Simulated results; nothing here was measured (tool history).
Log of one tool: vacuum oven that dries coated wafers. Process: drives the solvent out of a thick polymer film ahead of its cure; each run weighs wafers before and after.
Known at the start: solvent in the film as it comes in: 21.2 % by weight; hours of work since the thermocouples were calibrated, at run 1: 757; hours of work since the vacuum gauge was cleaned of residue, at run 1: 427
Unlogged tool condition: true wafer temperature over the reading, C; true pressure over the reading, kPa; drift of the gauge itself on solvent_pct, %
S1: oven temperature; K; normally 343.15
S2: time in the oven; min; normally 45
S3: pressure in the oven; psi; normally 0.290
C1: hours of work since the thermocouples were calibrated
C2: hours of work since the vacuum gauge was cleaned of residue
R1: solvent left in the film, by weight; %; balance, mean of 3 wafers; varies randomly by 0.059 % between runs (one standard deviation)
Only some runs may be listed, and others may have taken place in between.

run     day      S1  S2     S3   C1    C2     R1
  1   0.000  343.15  45  0.290  757   427   3.35
  2   1.946  343.15  45  0.290  790   460   3.68
  3   4.462  343.15  45  0.290  831   501   3.47
  4   5.767  349.15  45  0.290  853   523   2.32
  5   8.417  356.15  45  0.290  897   567   1.64
  6  10.642  356.15  45  0.238  934   604   1.38
  7  12.975  356.15  45  0.802  973   643   4.52
     13.471  -- oven's thermocouples calibrated
  8  14.796  343.15  45  0.290   22   672   3.19
  9  16.896  343.15  63  0.290   57   706   2.85
 10  18.483  343.15  63  0.290   83   733   2.80
 11  21.229  343.15  63  0.290  129   778   2.88
 12  23.112  343.15  63  0.191  160   810   1.97
 13  24.729  343.15  63  0.191  187   837   1.92
 14  26.204  343.15  63  0.191  211   861   2.06
 15  28.150  343.15  63  0.191  244   893   1.96
 16  30.242  343.15  63  0.191  279   928   1.99
 17  33.167  343.15  63  0.191  327   977   2.03
 18  35.358  343.15  63  0.191  363  1013   2.08
 19  36.771  343.15  63  0.191  387  1037   2.03
 20  39.212  343.15  63  0.775  427  1077   7.42
 21  41.525  343.15  63  0.775  466  1115   7.31
 22  44.425  343.15  63  0.775  514  1164   7.31
 23  45.962  343.15  63  0.775  540  1189   7.42
 24  47.171  330.15  34  0.268  560  1209  10.64
 25  49.812  330.15  34  0.268  603  1253  10.68
 26  51.462  336.15  34  0.289  631  1280   7.85
 27  52.971  343.15  54  0.290  656  1305   3.33
 28  55.283  343.15  54  0.290  694  1344   3.35
 29  57.142  344.15  41  0.980  725  1375   9.58
 30  58.862  333.15  45  0.773  754  1403  13.74
 31  60.679  343.15  44  0.290  784  1433   3.76
 32  62.796  343.15  44  0.290  819  1469   3.80
 33  64.158  330.15  45  0.290  842  1491  10.13
 34  65.900  336.15  31  0.251  871  1520   8.13
 35  68.542  336.15  31  0.251  915  1564   8.15
 36  71.083  348.15  66  0.290  957  1606   2.57
     72.404  -- oven's thermocouples calibrated
 37  73.167  333.15  45  0.155   13  1639   5.99
 38  75.121  333.15  45  0.155   45  1672   5.98
 39  77.171  342.15  45  0.154   79  1706   2.41
 40  79.317  342.15  45  0.154  115  1742   2.46
 41  82.129  343.15  48  0.168  161  1788   2.21
 42  84.221  343.15  45  0.290  196  1823   3.44
 43  86.146  343.15  39  1.036  228  1855  10.17
 44  87.812  343.15  39  1.036  256  1883  10.07
 45  89.275  343.15  62  0.640  280  1907   6.13
 46  91.642  339.15  73  0.574  319  1946   6.81

Consider 3 possible next runs. They are alternatives, not a sequence: every one starts from the tool as it was left by run 46. What does each give?
  A  93.175  354.15  64  0.146  345  1972   ?
  B  93.175  336.15  36  0.286  345  1972   ?
  C  93.175  329.15  73  0.574  345  1972   ?

run     R1
  A   1.00
  B   7.17
  C  12.08
Had the tool no hidden state, the same runs would have come out as:
run     R1
  A   0.78
  B   6.51
  C  11.20

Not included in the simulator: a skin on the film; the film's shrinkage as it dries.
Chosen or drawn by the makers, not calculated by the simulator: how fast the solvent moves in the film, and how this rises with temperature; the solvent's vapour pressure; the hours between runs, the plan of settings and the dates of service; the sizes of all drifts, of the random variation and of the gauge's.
